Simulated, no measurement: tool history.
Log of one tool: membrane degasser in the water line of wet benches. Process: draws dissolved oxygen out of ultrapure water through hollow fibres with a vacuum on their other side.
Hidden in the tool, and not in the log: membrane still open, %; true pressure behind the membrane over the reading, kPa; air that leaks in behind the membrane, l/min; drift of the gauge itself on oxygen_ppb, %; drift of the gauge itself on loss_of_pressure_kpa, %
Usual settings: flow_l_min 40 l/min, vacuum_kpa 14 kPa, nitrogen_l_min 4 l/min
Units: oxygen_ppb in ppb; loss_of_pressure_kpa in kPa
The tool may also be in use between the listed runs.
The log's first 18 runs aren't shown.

| run | day | flow_l_min | vacuum_kpa | nitrogen_l_min | hours since the membrane was changed | hours since the vacuum gauge was calibrated | hours since the vacuum lines were made tight | oxygen_ppb | loss_of_pressure_kpa |
|---|---|---|---|---|---|---|---|---|---|
| 19 | 161.492 | 40 | 14 | 4 | 6759 | 3130 | 3105 | 266.9 | 68 |
| 20 | 167.475 | 40 | 14 | 2.37 | 6903 | 3274 | 3249 | 413.5 | 68.18 |
| 21 | 172.854 | 40 | 14 | 2.37 | 7032 | 3403 | 3378 | 411.6 | 67.26 |
| 22 | 179.221 | 28 | 14.5 | 2.37 | 7185 | 3555 | 3531 | 308.7 | 47.62 |
|  | 182.521 | vacuum gauge calibrated |
| 23 | 187.8 | 34 | 14.5 | 4.02 | 7390 | 127 | 3736 | 234.9 | 57.57 |
| 24 | 195.55 | 47 | 31.6 | 8.51 | 7576 | 313 | 3922 | 388.2 | 79.25 |
| 25 | 202.558 | 54 | 14 | 3.87 | 7744 | 481 | 4090 | 367.6 | 91.02 |
| 26 | 208.854 | 54 | 14 | 3.87 | 7895 | 632 | 4241 | 366.8 | 91.45 |
| 27 | 214.946 | 48 | 24.3 | 7.02 | 8042 | 778 | 4388 | 358.5 | 81.18 |
| 28 | 219.825 | 64 | 12.3 | 6.4 | 8159 | 895 | 4505 | 255.3 | 108.39 |
| 29 | 229.3 | 64 | 19.8 | 6.4 | 8386 | 1123 | 4732 | 419.9 | 107.84 |
| 30 | 237.404 | 64 | 19.8 | 6.4 | 8581 | 1317 | 4927 | 418.6 | 108.67 |
| 31 | 242.138 | 64 | 19.8 | 3.11 | 8694 | 1431 | 5040 | 744.3 | 108.65 |
| 32 | 247.871 | 64 | 19.8 | 3.11 | 8832 | 1568 | 5178 | 743 | 108.44 |
| 33 | 256.162 | 64 | 19.8 | 3.11 | 9031 | 1767 | 5377 | 741.8 | 108.65 |

Forecast each of these 3 alternatives for the next run:
| A | 261.117 | 41 | 11.3 | 3.11 | 9150 | 1886 | 5496 | ? | ? |
| B | 261.117 | 40 | 17.4 | 4 | 9150 | 1886 | 5496 | ? | ? |
| C | 261.117 | 32 | 19.8 | 3.11 | 9150 | 1886 | 5496 | ? | ? |

| run | oxygen_ppb | loss_of_pressure_kpa |
|---|---|---|
| A | 260 | 69.15 |
| B | 341.1 | 67.5 |
| C | 396.5 | 53.94 |
Without the tool's hidden state the same runs would have given:
| run | oxygen_ppb | loss_of_pressure_kpa |
|---|---|---|
| A | 259.9 | 69.12 |
| B | 341.1 | 67.48 |
| C | 396.4 | 53.92 |
